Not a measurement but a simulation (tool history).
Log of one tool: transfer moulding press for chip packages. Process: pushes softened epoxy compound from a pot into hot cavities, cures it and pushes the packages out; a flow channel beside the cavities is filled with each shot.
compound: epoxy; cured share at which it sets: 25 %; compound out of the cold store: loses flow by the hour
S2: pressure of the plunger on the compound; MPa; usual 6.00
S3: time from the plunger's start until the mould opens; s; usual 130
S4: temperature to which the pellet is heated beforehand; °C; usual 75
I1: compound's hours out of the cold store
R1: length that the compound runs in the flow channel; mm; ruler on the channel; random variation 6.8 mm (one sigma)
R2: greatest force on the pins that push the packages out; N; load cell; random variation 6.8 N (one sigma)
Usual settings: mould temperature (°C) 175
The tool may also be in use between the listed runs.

run 1 hour=0.0 | mould_temperature_(°C)=175 S2=6.00 S3=130 S4=75 | I1=40.4 | R1=725 R2=404
-- hour=26.1 cavities cleaned with cleaning compound and waxed
run 2 hour=40.5 | mould_temperature_(°C)=175 S2=6.00 S3=130 S4=75 | I1=31.4 | R1=764 R2=320
run 3 hour=72.7 | mould_temperature_(°C)=175 S2=6.00 S3=130 S4=75 | I1=42.7 | R1=706 R2=383
-- hour=122.3 cavities cleaned with cleaning compound and waxed
run 4 hour=134.2 | mould_temperature_(°C)=179 S2=6.00 S3=130 S4=75 | I1=26.9 | R1=752 R2=289
run 5 hour=180.7 | mould_temperature_(°C)=175 S2=7.04 S3=130 S4=75 | I1=32.7 | R1=795 R2=395
-- hour=215.7 cavities cleaned with cleaning compound and waxed
run 6 hour=246.8 | mould_temperature_(°C)=175 S2=7.04 S3=130 S4=75 | I1=12.9 | R1=873 R2=365
-- hour=308.9 cavities cleaned with cleaning compound and waxed
run 7 hour=315.3 | mould_temperature_(°C)=170 S2=6.00 S3=130 S4=75 | I1=12.5 | R1=838 R2=349
run 8 hour=354.5 | mould_temperature_(°C)=170 S2=6.00 S3=130 S4=75 | I1=42.8 | R1=700 R2=411
-- hour=369.9 plunger's sealing rings changed
-- hour=404.1 cavities cleaned with cleaning compound and waxed
run 9 hour=425.2 | mould_temperature_(°C)=175 S2=6.00 S3=131 S4=75 | I1=8.6 | R1=862 R2=336
-- hour=433.2 mould's thermocouples calibrated
run 10 hour=457.5 | mould_temperature_(°C)=172 S2=6.00 S3=131 S4=74 | I1=18.6 | R1=842 R2=426
-- hour=499.5 cavities cleaned with cleaning compound and waxed
run 11 hour=499.5 | mould_temperature_(°C)=172 S2=6.00 S3=131 S4=74 | I1=35.5 | R1=758 R2=307
run 12 hour=559.1 | mould_temperature_(°C)=178 S2=6.00 S3=131 S4=74 | I1=40.0 | R1=711 R2=371
-- hour=593.8 cavities cleaned with cleaning compound and waxed
run 13 hour=630.7 | mould_temperature_(°C)=175 S2=6.30 S3=144 S4=75 | I1=24.3 | R1=804 R2=336
run 14 hour=679.5 | mould_temperature_(°C)=175 S2=6.00 S3=111 S4=70 | I1=36.4 | R1=713 R2=466
-- hour=690.2 cavities cleaned with cleaning compound and waxed
run 15 hour=733.2 | mould_temperature_(°C)=175 S2=6.00 S3=111 S4=70 | I1=45.8 | R1=684 R2=427
-- hour=747.6 mould's thermocouples calibrated, once more
-- hour=787.9 cavities cleaned with cleaning compound and waxed
run 16 hour=806.4 | mould_temperature_(°C)=172 S2=4.64 S3=130 S4=66 | I1=21.5 | R1=678 R2=349
-- hour=815.0 plunger's sealing rings changed
run 17 hour=877.4 | mould_temperature_(°C)=173 S2=5.07 S3=155 S4=82 | I1=29.4 | R1=725 R2=407

4 ways to go on from here, each from the tool as it stands after run 17. What would each give?
-- hour=883.0 cavities cleaned with cleaning compound and waxed
run A hour=919.6 | mould_temperature_(°C)=171 S2=6.00 S3=130 S4=66 | I1=19.7 | R1=? R2=?
-- hour=883.0 cavities cleaned with cleaning compound and waxed
run B hour=919.6 | mould_temperature_(°C)=175 S2=5.88 S3=130 S4=75 | I1=37.1 | R1=? R2=?
-- hour=883.0 cavities cleaned with cleaning compound and waxed
run C hour=919.6 | mould_temperature_(°C)=175 S2=6.00 S3=139 S4=67 | I1=26.1 | R1=? R2=?
-- hour=883.0 cavities cleaned with cleaning compound and waxed
run D hour=919.6 | mould_temperature_(°C)=173 S2=7.26 S3=155 S4=82 | I1=32.9 | R1=? R2=?

run=A R1=830 R2=381
run=B R1=737 R2=349
run=C R1=770 R2=346
run=D R1=838 R2=345
Without the tool's hidden state the same runs would have given:
run=A R1=843 R2=295
run=B R1=749 R2=271
run=C R1=782 R2=269
run=D R1=851 R2=270
